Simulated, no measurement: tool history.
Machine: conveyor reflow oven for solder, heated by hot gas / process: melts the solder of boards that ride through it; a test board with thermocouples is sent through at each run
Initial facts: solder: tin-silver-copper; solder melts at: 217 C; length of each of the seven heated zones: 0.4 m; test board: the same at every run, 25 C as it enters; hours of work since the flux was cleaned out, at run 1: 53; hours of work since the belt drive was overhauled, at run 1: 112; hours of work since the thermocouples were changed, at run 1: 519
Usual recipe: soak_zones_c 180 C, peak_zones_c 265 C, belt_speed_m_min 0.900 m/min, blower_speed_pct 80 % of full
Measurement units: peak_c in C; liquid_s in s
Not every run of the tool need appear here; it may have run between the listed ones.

| run | hour | soak_zones_c | peak_zones_c | belt_speed_m_min | blower_speed_pct | hours of work since the flux was cleaned out | hours of work since the belt drive was overhauled | hours of work since the thermocouples were changed | peak_c | liquid_s |
|---|---|---|---|---|---|---|---|---|---|---|
| 1 | 0.0 | 180 | 265 | 0.900 | 80 | 53 | 112 | 519 | 250.79 | 41.19 |
| 2 | 8.2 | 180 | 265 | 0.900 | 80 | 58 | 117 | 525 | 250.86 | 41.26 |
| 3 | 18.4 | 179 | 265 | 0.900 | 80 | 64 | 123 | 531 | 250.69 | 40.77 |
| 4 | 26.3 | 179 | 265 | 0.900 | 80 | 69 | 128 | 536 | 250.64 | 40.73 |
| 5 | 35.8 | 179 | 265 | 0.900 | 80 | 75 | 134 | 542 | 250.62 | 40.84 |
| 6 | 47.7 | 179 | 265 | 0.900 | 80 | 82 | 141 | 549 | 250.57 | 40.77 |
| 7 | 55.2 | 179 | 265 | 0.900 | 80 | 87 | 146 | 554 | 250.44 | 40.73 |
| 8 | 63.7 | 180 | 265 | 0.900 | 80 | 92 | 151 | 559 | 250.46 | 41.10 |
| 9 | 71.2 | 180 | 265 | 0.900 | 80 | 97 | 156 | 564 | 250.62 | 41.03 |
| 10 | 78.6 | 180 | 265 | 0.900 | 80 | 102 | 161 | 568 | 250.59 | 41.12 |
| 11 | 87.7 | 180 | 265 | 0.900 | 80 | 107 | 166 | 574 | 250.52 | 41.09 |
| 12 | 95.8 | 180 | 265 | 0.900 | 80 | 112 | 171 | 579 | 250.37 | 41.14 |
| 13 | 105.5 | 180 | 265 | 0.900 | 80 | 118 | 177 | 585 | 250.48 | 41.01 |
| 14 | 113.1 | 180 | 265 | 0.900 | 80 | 123 | 182 | 590 | 250.40 | 41.14 |
| 15 | 121.7 | 180 | 265 | 0.900 | 69 | 129 | 187 | 595 | 247.89 | 39.19 |
| 16 | 132.0 | 180 | 259 | 0.900 | 80 | 135 | 194 | 602 | 245.04 | 38.18 |
| 17 | 137.2 | 180 | 259 | 0.900 | 80 | 138 | 197 | 605 | 245.06 | 38.24 |
| 18 | 147.2 | 180 | 259 | 0.900 | 80 | 144 | 203 | 611 | 244.97 | 38.15 |
| 19 | 153.9 | 180 | 266 | 0.900 | 69 | 149 | 208 | 615 | 248.70 | 39.57 |
| 20 | 159.9 | 174 | 266 | 0.900 | 69 | 152 | 211 | 619 | 247.48 | 37.20 |
| 21 | 166.3 | 174 | 266 | 0.900 | 69 | 156 | 215 | 623 | 247.41 | 37.11 |
|  | 176.4 | flux residue cleaned out of gas plates and filters |
| 22 | 182.3 | 177 | 265 | 0.900 | 52 | 4 | 222 | 630 | 242.18 | 33.35 |
| 23 | 190.9 | 177 | 277 | 0.900 | 52 | 9 | 227 | 635 | 251.95 | 39.46 |
| 24 | 201.7 | 177 | 270 | 0.860 | 61 | 16 | 234 | 642 | 250.98 | 41.66 |
| 25 | 206.8 | 177 | 270 | 0.860 | 61 | 19 | 237 | 645 | 250.93 | 41.66 |
| 26 | 214.0 | 177 | 270 | 0.860 | 61 | 23 | 242 | 649 | 250.93 | 41.79 |
| 27 | 220.8 | 177 | 270 | 0.860 | 61 | 28 | 246 | 654 | 250.98 | 41.80 |
| 28 | 228.1 | 180 | 270 | 0.977 | 52 | 32 | 251 | 658 | 243.69 | 31.64 |
| 29 | 236.7 | 166 | 274 | 0.977 | 52 | 38 | 256 | 664 | 242.68 | 28.05 |
| 30 | 245.2 | 171 | 273 | 1.080 | 80 | 43 | 261 | 669 | 249.74 | 30.86 |
| 31 | 252.8 | 171 | 273 | 1.080 | 80 | 48 | 266 | 674 | 249.59 | 30.83 |
| 32 | 258.9 | 180 | 269 | 0.885 | 54 | 51 | 270 | 677 | 247.32 | 38.61 |

What if the next run were any one of these 3? Each begins from the tool's condition after run 32:
| A | 266.2 | 180 | 278 | 0.757 | 82 | 56 | 274 | 682 | ? | ? |
| B | 266.2 | 180 | 265 | 1.071 | 81 | 56 | 274 | 682 | ? | ? |
| C | 266.2 | 187 | 269 | 0.901 | 54 | 56 | 274 | 682 | ? | ? |

| run | peak_c | liquid_s |
|---|---|---|
| A | 266.83 | 57.24 |
| B | 245.52 | 31.26 |
| C | 248.27 | 40.47 |
Without the tool's hidden state the same runs would have given:
| run | peak_c | liquid_s |
|---|---|---|
| A | 268.24 | 57.25 |
| B | 246.91 | 31.77 |
| C | 249.45 | 40.82 |
